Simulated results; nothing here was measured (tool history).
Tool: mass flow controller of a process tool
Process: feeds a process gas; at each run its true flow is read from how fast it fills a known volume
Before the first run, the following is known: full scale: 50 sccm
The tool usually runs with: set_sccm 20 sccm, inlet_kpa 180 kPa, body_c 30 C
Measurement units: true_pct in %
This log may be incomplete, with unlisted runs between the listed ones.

{"run": 1, "day": 0.0, "set_sccm": 20, "inlet_kpa": 180, "body_c": 30, "true_pct": 98.35}
{"run": 2, "day": 2.762, "set_sccm": 20, "inlet_kpa": 215, "body_c": 30, "true_pct": 98.59}
{"run": 3, "day": 8.038, "set_sccm": 20, "inlet_kpa": 215, "body_c": 30, "true_pct": 98.48}
{"run": 4, "day": 13.542, "set_sccm": 20, "inlet_kpa": 172, "body_c": 30, "true_pct": 98.19}
{"run": 5, "day": 16.429, "set_sccm": 20, "inlet_kpa": 180, "body_c": 30, "true_pct": 98.32}
{"run": 6, "day": 20.692, "set_sccm": 17, "inlet_kpa": 180, "body_c": 30, "true_pct": 98.02}
{"run": 7, "day": 23.746, "set_sccm": 20, "inlet_kpa": 204, "body_c": 30, "true_pct": 98.53}
{"run": 8, "day": 27.862, "set_sccm": 20, "inlet_kpa": 204, "body_c": 30, "true_pct": 98.41}
{"run": 9, "day": 34.117, "set_sccm": 20, "inlet_kpa": 204, "body_c": 30, "true_pct": 98.49}
{"run": 10, "day": 40.746, "set_sccm": 20, "inlet_kpa": 204, "body_c": 30, "true_pct": 98.37}
{"run": 11, "day": 43.983, "set_sccm": 20, "inlet_kpa": 204, "body_c": 30, "true_pct": 98.45}
{"run": 12, "day": 47.583, "set_sccm": 20, "inlet_kpa": 204, "body_c": 30, "true_pct": 98.4}
{"run": 13, "day": 53.546, "set_sccm": 20, "inlet_kpa": 146, "body_c": 30, "true_pct": 98.09}
{"run": 14, "day": 59.754, "set_sccm": 20, "inlet_kpa": 224, "body_c": 27, "true_pct": 98.26}
{"run": 15, "day": 63.633, "set_sccm": 20, "inlet_kpa": 224, "body_c": 27, "true_pct": 98.45}
{"run": 16, "day": 66.362, "set_sccm": 36, "inlet_kpa": 180, "body_c": 30, "true_pct": 99.3}
{"run": 17, "day": 71.15, "set_sccm": 32, "inlet_kpa": 232, "body_c": 23, "true_pct": 99}

For run 18, what comes out?
{"run": 18, "day": 74.588, "set_sccm": 32, "inlet_kpa": 232, "body_c": 23, "true_pct": "?"}

{"run 18": {"true_pct": 98.97}}
With the hidden condition absent and the run-to-run variation left alone, this run would have shown true_pct 98.99 %.
